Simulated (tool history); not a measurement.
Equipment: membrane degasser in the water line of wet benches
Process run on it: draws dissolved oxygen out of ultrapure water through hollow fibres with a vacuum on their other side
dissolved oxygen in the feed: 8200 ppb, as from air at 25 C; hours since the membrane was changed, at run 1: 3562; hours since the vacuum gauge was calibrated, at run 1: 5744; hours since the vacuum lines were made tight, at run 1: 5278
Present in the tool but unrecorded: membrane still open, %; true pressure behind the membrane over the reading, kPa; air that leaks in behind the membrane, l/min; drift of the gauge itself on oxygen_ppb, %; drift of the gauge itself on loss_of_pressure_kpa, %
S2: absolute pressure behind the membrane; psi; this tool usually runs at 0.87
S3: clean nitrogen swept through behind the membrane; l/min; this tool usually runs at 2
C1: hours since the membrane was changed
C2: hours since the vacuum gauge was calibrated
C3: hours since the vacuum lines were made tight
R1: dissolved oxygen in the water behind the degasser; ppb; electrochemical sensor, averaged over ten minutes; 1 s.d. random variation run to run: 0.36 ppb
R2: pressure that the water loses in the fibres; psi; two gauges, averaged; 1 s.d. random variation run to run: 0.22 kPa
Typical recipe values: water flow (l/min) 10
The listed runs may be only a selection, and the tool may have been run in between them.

run 1 day=0 | water_flow_(l/min)=10 S2=0.87 S3=2 | C1=3562 C2=5744 C3=5278 | R1=39.7 R2=8.042
run 2 day=2.288 | water_flow_(l/min)=10 S2=0.87 S3=2 | C1=3617 C2=5799 C3=5333 | R1=39.6 R2=8.057
run 3 day=3.867 | water_flow_(l/min)=9 S2=0.87 S3=2 | C1=3655 C2=5837 C3=5371 | R1=35.8 R2=7.31
run 4 day=6.988 | water_flow_(l/min)=9 S2=0.87 S3=2 | C1=3730 C2=5912 C3=5446 | R1=34.7 R2=7.303
run 5 day=8.696 | water_flow_(l/min)=10 S2=0.87 S3=2 | C1=3771 C2=5953 C3=5487 | R1=40.7 R2=8.128
run 6 day=11.458 | water_flow_(l/min)=10 S2=0.87 S3=0.86 | C1=3837 C2=6019 C3=5553 | R1=85.2 R2=8.118
run 7 day=14.442 | water_flow_(l/min)=10 S2=1.256 S3=2 | C1=3909 C2=6091 C3=5624 | R1=73 R2=8.119
run 8 day=17.017 | water_flow_(l/min)=10 S2=0.624 S3=2 | C1=3970 C2=6153 C3=5686 | R1=18 R2=8.131
run 9 day=18.979 | water_flow_(l/min)=10 S2=0.624 S3=2 | C1=4017 C2=6200 C3=5733 | R1=18.4 R2=8.071
-- day=21.171 seals of the vacuum lines changed
run 10 day=21.171 | water_flow_(l/min)=10 S2=0.624 S3=2 | C1=4068 C2=6250 C3=0 | R1=18 R2=8.097
run 11 day=24.562 | water_flow_(l/min)=10 S2=0.87 S3=2 | C1=4150 C2=6332 C3=81 | R1=39.6 R2=8.09
run 12 day=28.192 | water_flow_(l/min)=10 S2=0.87 S3=2.82 | C1=4237 C2=6419 C3=168 | R1=28.2 R2=8.205
run 13 day=30.717 | water_flow_(l/min)=10 S2=0.87 S3=2.82 | C1=4297 C2=6479 C3=229 | R1=28.5 R2=8.07
run 14 day=33.825 | water_flow_(l/min)=10 S2=0.87 S3=2 | C1=4372 C2=6554 C3=304 | R1=39.3 R2=8.14
run 15 day=36.475 | water_flow_(l/min)=10 S2=0.87 S3=2 | C1=4435 C2=6618 C3=367 | R1=38.6 R2=8.138
run 16 day=38.267 | water_flow_(l/min)=10 S2=0.87 S3=2 | C1=4478 C2=6661 C3=410 | R1=38.6 R2=8.167
run 17 day=41.796 | water_flow_(l/min)=8 S2=1.114 S3=2.27 | C1=4563 C2=6745 C3=495 | R1=41.4 R2=6.479
run 18 day=44.192 | water_flow_(l/min)=7 S2=0.57 S3=2.27 | C1=4621 C2=6803 C3=553 | R1=7 R2=5.739
run 19 day=46.225 | water_flow_(l/min)=16 S2=0.732 S3=1.66 | C1=4669 C2=6852 C3=601 | R1=67.2 R2=13.03
run 20 day=49.138 | water_flow_(l/min)=13 S2=0.87 S3=2 | C1=4739 C2=6921 C3=671 | R1=56.3 R2=10.589
run 21 day=52.354 | water_flow_(l/min)=13 S2=1.443 S3=1.87 | C1=4817 C2=6999 C3=748 | R1=125.4 R2=10.595
run 22 day=54.275 | water_flow_(l/min)=13 S2=1.443 S3=1.87 | C1=4863 C2=7045 C3=795 | R1=126.2 R2=10.646
run 23 day=55.804 | water_flow_(l/min)=15 S2=1.848 S3=3.11 | C1=4899 C2=7081 C3=831 | R1=129.7 R2=12.225
run 24 day=58.45 | water_flow_(l/min)=7 S2=2.049 S3=2 | C1=4963 C2=7145 C3=895 | R1=95.2 R2=5.704
run 25 day=61.583 | water_flow_(l/min)=7 S2=2.049 S3=2 | C1=5038 C2=7220 C3=970 | R1=95.2 R2=5.736
run 26 day=64.533 | water_flow_(l/min)=10 S2=0.87 S3=2 | C1=5109 C2=7291 C3=1041 | R1=38.9 R2=8.186
run 27 day=67.529 | water_flow_(l/min)=10 S2=0.701 S3=1.87 | C1=5181 C2=7363 C3=1113 | R1=26.3 R2=8.121
run 28 day=71.038 | water_flow_(l/min)=8 S2=1.487 S3=5.23 | C1=5265 C2=7447 C3=1197 | R1=28.7 R2=6.591
run 29 day=74.442 | water_flow_(l/min)=8 S2=1.487 S3=5.23 | C1=5347 C2=7529 C3=1279 | R1=28.8 R2=6.577
run 30 day=77.658 | water_flow_(l/min)=8 S2=1.487 S3=5.23 | C1=5424 C2=7606 C3=1356 | R1=28.5 R2=6.576
run 31 day=80.042 | water_flow_(l/min)=8 S2=1.487 S3=5.23 | C1=5481 C2=7663 C3=1413 | R1=29 R2=6.58
run 32 day=83.1 | water_flow_(l/min)=7 S2=1.115 S3=2 | C1=5554 C2=7737 C3=1486 | R1=41.2 R2=5.764

Below are 4 alternative next runs, each starting from the tool's condition after run 32. Predict each:
run A day=86.171 | water_flow_(l/min)=7 S2=0.602 S3=2.87 | C1=5628 C2=7810 C3=1560 | R1=? R2=?
run B day=86.171 | water_flow_(l/min)=7 S2=0.854 S3=1.13 | C1=5628 C2=7810 C3=1560 | R1=? R2=?
run C day=86.171 | water_flow_(l/min)=10 S2=0.87 S3=2.59 | C1=5628 C2=7810 C3=1560 | R1=? R2=?
run D day=86.171 | water_flow_(l/min)=10 S2=0.87 S3=3.23 | C1=5628 C2=7810 C3=1560 | R1=? R2=?

run=A R1=7.4 R2=5.723
run=B R1=43.1 R2=5.739
run=C R1=30.8 R2=8.221
run=D R1=25.9 R2=8.228
Without the tool's unlogged condition, the same runs would have read:
run=A R1=6.2 R2=5.529
run=B R1=40.1 R2=5.542
run=C R1=28.3 R2=7.941
run=D R1=23.7 R2=7.947
